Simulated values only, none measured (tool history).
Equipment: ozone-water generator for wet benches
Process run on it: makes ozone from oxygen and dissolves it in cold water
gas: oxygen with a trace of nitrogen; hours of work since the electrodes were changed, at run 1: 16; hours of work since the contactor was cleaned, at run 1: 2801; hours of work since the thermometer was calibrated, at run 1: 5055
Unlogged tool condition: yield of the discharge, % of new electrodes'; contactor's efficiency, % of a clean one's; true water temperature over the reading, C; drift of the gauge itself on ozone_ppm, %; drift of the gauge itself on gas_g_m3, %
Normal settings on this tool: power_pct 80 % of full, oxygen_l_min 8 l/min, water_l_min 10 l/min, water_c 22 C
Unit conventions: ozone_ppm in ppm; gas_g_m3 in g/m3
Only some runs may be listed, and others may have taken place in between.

run    hour  power_pct  oxygen_l_min  water_l_min  water_c  hours of work since the electrodes were changed  hours of work since the contactor was cleaned  hours of work since the thermometer was calibrated  ozone_ppm  gas_g_m3
  1       0         80             8           10       22                                               16                                           2801                                                5055         34     209.5
  2    38.3         80             8           10       22                                               47                                           2832                                                5086       33.4     210.5
  3      78         80             8           10       22                                               79                                           2864                                                5118         34     209.5
  4   121.9         83             8           10       22                                              115                                           2900                                                5154         35     218.3
  5   169.2         83             8           10       22                                              153                                           2938                                                5192       35.1     217.7
  6   203.3         80             8           10       22                                              181                                           2966                                                5220       33.5     210.9
  7   241.3         80             8           10       22                                              212                                           2997                                                5251       33.5     211.4
  8     285         80          4.77           10       22                                              248                                           3033                                                5286         35       264
  9   324.2         80          4.77           10       14                                              279                                           3064                                                5318       41.2     261.6
 10   376.4         80             8           10       22                                              322                                           3107                                                5361       33.5     210.5
 11   418.1         80             8           10       22                                              356                                           3141                                                5395       33.3       214
 12   469.2         80             8           10       22                                              397                                           3182                                                5436       33.9     212.9
 13   493.8         80             8           10       20                                              417                                           3202                                                5456       35.4     213.3
 14     532         80          8.96           10       22                                              448                                           3233                                                5487       33.2     204.1
 15   584.9         80             8           14       22                                              491                                           3276                                                5530       29.3     212.8
 16   626.6         80             8           14       22                                              525                                           3310                                                5564       29.3     212.8
 17   661.3         51           5.5            8       21                                              554                                           3339                                                5593       26.1     161.6
 18   696.7         97          5.83           11       22                                              582                                           3367                                                5621       39.7     288.7
 19   750.3         80             8           10       16                                              626                                           3411                                                5665       38.5     214.5
 20   801.6         78             8           10       24                                              668                                           3453                                                5707       31.6     208.6
 21     829         78             8           10       24                                              690                                           3475                                                5729       31.3     208.4
 22   874.7         75             8            7       24                                              727                                           3512                                                5766       34.1     201.6
 23   902.3         75             8            7       24                                              750                                           3535                                                5789       33.9     202.2
 24   938.5         45          9.11            7       21                                              779                                           3564                                                5818       22.1     118.9
 25   963.1         45          9.11            7       21                                              799                                           3584                                                5838       22.2     118.8
 26   995.8         45          9.11            9       21                                              826                                           3611                                                5865       20.5       120
     1045.2  -- water thermometer calibrated
 27  1045.2         65          6.26            7       22                                              865                                           3651                                                   0       33.1     194.8
 28  1081.5         69         11.98            9       22                                              895                                           3680                                                  30       28.3     159.1
 29  1106.4         69         11.98            9       22                                              915                                           3700                                                  50       28.4     160.5
 30  1137.5         69         11.98            9       22                                              941                                           3726                                                  75       28.5     160.1
 31  1192.6         73             8           14       22                                              985                                           3770                                                 120       26.9     200.4
 32  1240.7         68         10.42            9       15                                             1025                                           3810                                                 159       34.3     167.8

Same runs, no hidden state in the tool, same run-to-run variation:
run  gas_g_m3
  1     209.5
  2     210.3
  3     209.1
  4     217.7
  5     216.9
  6       210
  7     210.3
  8     262.4
  9     259.7
 10     208.8
 11     212.1
 12     210.7
 13       211
 14     201.8
 15     210.1
 16     209.9
 17     159.3
 18     284.4
 19       211
 20     205.1
 21     204.7
 22     197.9
 23     198.3
 24     116.5
 25     116.4
 26     117.4
 27     190.5
 28     155.4
 29     156.7
 30     156.2
 31     195.3
 32     163.4
For ozone_ppm, the value without the hidden state is never more than 0.1 ppm from the measured value.
